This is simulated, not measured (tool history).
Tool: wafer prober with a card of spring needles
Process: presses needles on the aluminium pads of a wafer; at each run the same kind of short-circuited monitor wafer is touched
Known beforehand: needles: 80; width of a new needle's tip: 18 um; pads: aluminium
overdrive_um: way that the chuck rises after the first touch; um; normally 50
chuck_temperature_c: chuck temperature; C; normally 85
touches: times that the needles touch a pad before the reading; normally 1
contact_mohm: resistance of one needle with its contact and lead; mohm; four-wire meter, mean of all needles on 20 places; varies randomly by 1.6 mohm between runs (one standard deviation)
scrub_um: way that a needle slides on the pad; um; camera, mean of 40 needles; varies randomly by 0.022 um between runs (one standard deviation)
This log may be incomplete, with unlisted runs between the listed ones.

run    hour  overdrive_um  chuck_temperature_c  touches  contact_mohm  scrub_um
  1     0.0            50                   85        1           196      6.37
        3.4  -- tips cleaned on abrasive film
       36.8  -- tips cleaned on abrasive film
  2    56.0            42                   85        1           216      5.32
       70.4  -- tips cleaned on abrasive film
      103.6  -- tips cleaned on abrasive film
  3   124.0            42                   85        3           179      5.31
      136.4  -- tips cleaned on abrasive film
  4   157.7            42                   85        3           180      5.29
      168.9  -- tips cleaned on abrasive film
  5   197.0            50                   85        1           204      6.32
      203.8  -- tips cleaned on abrasive film
      229.8  -- tips cleaned on abrasive film, once more
      264.5  -- tips cleaned on abrasive film
  6   264.5            50                   85        1           160      6.33
      298.9  -- tips cleaned on abrasive film
  7   308.0            50                   85        1           177      6.35
      334.6  -- tips cleaned on abrasive film
      370.3  -- tips cleaned on abrasive film
  8   377.6            51                   85        1           176      6.46
      403.6  -- tips cleaned on abrasive film
  9   430.0            51                   85        1           199      6.46
      438.2  -- tips cleaned on abrasive film
      470.3  -- tips cleaned on abrasive film
 10   496.3            50                   85        1           205      6.29
      508.4  -- tips cleaned on abrasive film
      540.4  -- tips cleaned on abrasive film
 11   563.8            50                   85        1           200      6.25
      574.0  -- tips cleaned on abrasive film
      610.0  -- tips cleaned on abrasive film
 12   632.5            50                   85        1           195      6.22
      646.7  -- tips cleaned on abrasive film
      681.7  -- tips cleaned on abrasive film
 13   698.1            50                   85        1           195      6.20
      714.0  -- tips cleaned on abrasive film
      746.3  -- tips cleaned on abrasive film
 14   751.1            50                   72        1           166      6.21
      782.0  -- tips cleaned on abrasive film
 15   798.4            50                   85        1           191      6.17
      803.9  -- height of the first contact set anew
      815.4  -- tips cleaned on abrasive film
 16   836.4            50                   85        1           195      6.47
      849.1  -- tips cleaned on abrasive film
      883.6  -- tips cleaned on abrasive film
 17   897.4            50                   40        1           182      6.44
      917.7  -- tips cleaned on abrasive film
      950.2  -- tips cleaned on abrasive film
 18   950.2            50                   37        1           152      6.43
      985.3  -- tips cleaned on abrasive film
 19  1010.0            50                   85        2           178      6.44
     1021.8  -- tips cleaned on abrasive film
     1056.4  -- tips cleaned on abrasive film
 20  1085.8            64                   30        2           159      8.26
     1092.4  -- tips cleaned on abrasive film
     1127.1  -- tips cleaned on abrasive film
 21  1136.5            60                  122        2           165      7.75
     1161.5  -- tips cleaned on abrasive film
     1196.8  -- tips cleaned on abrasive film
 22  1209.9            60                  122        2           168      7.64
     1232.9  -- tips cleaned on abrasive film
 23  1258.3            52                  104        1           199      6.63
     1269.8  -- tips cleaned on abrasive film
     1308.7  -- tips cleaned on abrasive film
 24  1317.6            52                  104        2           172      6.64
     1341.8  -- tips cleaned on abrasive film
     1376.1  -- tips cleaned on abrasive film
 25  1389.2            52                  104        2           176      6.63
     1409.7  -- tips cleaned on abrasive film
 26  1434.5            50                   35        1           196      6.35
     1445.1  -- tips cleaned on abrasive film
     1479.6  -- tips cleaned on abrasive film
 27  1479.6            51                   35        1           152      6.48
     1516.0  -- tips cleaned on abrasive film
     1550.7  -- tips cleaned on abrasive film
 28  1555.8            44                   40        1           173      5.57
     1587.1  -- tips cleaned on abrasive film
 29  1611.9            44                   40        1           216      5.54
     1624.7  -- tips cleaned on abrasive film
     1658.5  -- tips cleaned on abrasive film
 30  1674.7            36                   31        1           238      4.48

Pick out some run-to-run changes in contact_mohm. Of each, how much would a tool without hidden state show as well, from the settings, what came in and chance, and how much is left for the hidden state and any gauge scatter not in both results compared?
The hidden state here: debris on the tips, nm; way that the needles fall short of the set height, um; tips' diameter, um; drift of the gauge itself on contact_mohm, %; drift of the gauge itself on scrub_um, %.
Run 5 -> 6: tips cleaned on abrasive film, tips cleaned on abrasive film, once more, tips cleaned on abrasive film. contact_mohm -44 mohm: hidden state -45, all else +1.
Run 26 -> 27: overdrive_um 50 -> 51, tips cleaned on abrasive film, tips cleaned on abrasive film. contact_mohm -44 mohm: hidden state -44, all else +0.
Run 28 -> 29: tips cleaned on abrasive film. contact_mohm +43 mohm: hidden state +47, all else -4.
